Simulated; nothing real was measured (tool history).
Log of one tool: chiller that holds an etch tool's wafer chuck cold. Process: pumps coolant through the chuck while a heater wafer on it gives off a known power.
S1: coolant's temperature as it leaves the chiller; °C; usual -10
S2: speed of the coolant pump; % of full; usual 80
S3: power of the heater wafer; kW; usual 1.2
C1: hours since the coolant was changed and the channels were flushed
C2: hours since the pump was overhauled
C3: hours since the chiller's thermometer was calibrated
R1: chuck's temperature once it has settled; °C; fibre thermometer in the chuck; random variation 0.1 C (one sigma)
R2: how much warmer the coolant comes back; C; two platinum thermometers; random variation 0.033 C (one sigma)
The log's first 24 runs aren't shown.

run	hour	S1	S2	S3	C1	C2	C3	R1	R2
25	780.6	-7	84	0.682	2743	2250	2133	0.6	2.82
26	805.9	-7	84	0.682	2768	2276	2158	0.7	2.8
27	824.7	-14	84	1.107	2787	2295	2177	-1.6	4.6
28	848.2	-14	84	1.107	2810	2318	2200	-1.5	4.64
29	889.1	-15	84	1.493	2851	2359	2241	1.5	6.17
30	933.6	-12	67	1.2	2895	2403	2286	3.4	6.46
31	970.3	-12	67	1.2	2932	2440	2322	3.6	6.46
32	1004.2	-17	85	1.2	2966	2474	2356	-3.7	4.9
33	1036.2	-16	66	1.173	2998	2506	2388	-0.5	6.41

Forecast each of these 3 alternatives for the next run:
A	1072.5	-6	96	0.946	3034	2542	2424	?	?
B	1072.5	-2	75	1.078	3034	2542	2424	?	?
C	1072.5	0	89	0.625	3034	2542	2424	?	?

run	R1	R2
A	4	3.38
B	11	5.12
C	6.9	2.45
Without the tool's hidden state the same runs would have given:
run	R1	R2
A	1.9	3.12
B	8.3	4.73
C	5.3	2.27

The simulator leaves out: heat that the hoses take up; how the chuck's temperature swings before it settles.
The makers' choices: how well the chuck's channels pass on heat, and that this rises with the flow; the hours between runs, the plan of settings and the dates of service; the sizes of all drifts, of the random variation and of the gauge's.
